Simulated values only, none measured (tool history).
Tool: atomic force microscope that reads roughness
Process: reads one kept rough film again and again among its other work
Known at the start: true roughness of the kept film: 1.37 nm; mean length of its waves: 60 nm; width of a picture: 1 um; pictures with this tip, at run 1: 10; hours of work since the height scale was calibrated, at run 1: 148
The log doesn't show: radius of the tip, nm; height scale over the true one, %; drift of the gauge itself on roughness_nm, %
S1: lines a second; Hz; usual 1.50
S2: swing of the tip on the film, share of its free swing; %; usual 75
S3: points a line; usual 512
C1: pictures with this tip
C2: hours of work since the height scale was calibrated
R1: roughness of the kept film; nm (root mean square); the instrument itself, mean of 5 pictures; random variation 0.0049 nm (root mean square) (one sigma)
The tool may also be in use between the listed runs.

{"run": 1, "hour": 0.0, "S1": 1.5, "S2": 75, "S3": 512, "C1": 10, "C2": 148, "R1": 1.286}
{"run": 2, "hour": 9.7, "S1": 1.5, "S2": 75, "S3": 512, "C1": 28, "C2": 155, "R1": 1.285}
{"run": 3, "hour": 20.3, "S1": 1.5, "S2": 75, "S3": 512, "C1": 49, "C2": 162, "R1": 1.282}
{"run": 4, "hour": 39.1, "S1": 0.57, "S2": 75, "S3": 512, "C1": 84, "C2": 175, "R1": 1.314}
{"run": 5, "hour": 55.2, "S1": 0.57, "S2": 75, "S3": 512, "C1": 116, "C2": 186, "R1": 1.314}
{"run": 6, "hour": 66.5, "S1": 1.5, "S2": 75, "S3": 512, "C1": 137, "C2": 194, "R1": 1.277}
{"run": 7, "hour": 83.5, "S1": 1.5, "S2": 75, "S3": 512, "C1": 170, "C2": 205, "R1": 1.273}
{"run": 8, "hour": 101.4, "S1": 0.69, "S2": 75, "S3": 512, "C1": 204, "C2": 218, "R1": 1.299}
{"run": 9, "hour": 119.7, "S1": 1.5, "S2": 75, "S3": 512, "C1": 239, "C2": 230, "R1": 1.259}
{"run": 10, "hour": 129.7, "S1": 1.5, "S2": 57, "S3": 512, "C1": 258, "C2": 237, "R1": 1.285}
{"run": 11, "hour": 140.2, "S1": 1.5, "S2": 57, "S3": 512, "C1": 279, "C2": 244, "R1": 1.287}
{"run": 12, "hour": 156.3, "S1": 1.5, "S2": 57, "S3": 512, "C1": 309, "C2": 255, "R1": 1.272}
{"run": 13, "hour": 168.9, "S1": 1.91, "S2": 57, "S3": 391, "C1": 334, "C2": 264, "R1": 1.271}
{"run": 14, "hour": 187.3, "S1": 1.91, "S2": 57, "S3": 391, "C1": 369, "C2": 276, "R1": 1.265}
{"run": 15, "hour": 196.6, "S1": 1.33, "S2": 61, "S3": 939, "C1": 387, "C2": 282, "R1": 1.265}
{"hour": 204.2, "done": "new tip fitted"}
{"run": 16, "hour": 215.7, "S1": 3.23, "S2": 75, "S3": 512, "C1": 21, "C2": 295, "R1": 1.228}
{"run": 17, "hour": 225.8, "S1": 0.92, "S2": 83, "S3": 347, "C1": 41, "C2": 302, "R1": 1.295}

Forecast each of these 3 alternatives for the next run:
{"run": "A", "hour": 237.6, "S1": 1.26, "S2": 70, "S3": 658, "C1": 64, "C2": 310, "R1": "?"}
{"run": "B", "hour": 237.6, "S1": 2.3, "S2": 87, "S3": 421, "C1": 64, "C2": 310, "R1": "?"}
{"run": "C", "hour": 237.6, "S1": 0.5, "S2": 82, "S3": 457, "C1": 64, "C2": 310, "R1": "?"}

run=A R1=1.305
run=B R1=1.210
run=C R1=1.311
Without the tool's hidden state the same runs would have given:
run=A R1=1.319
run=B R1=1.222
run=C R1=1.325
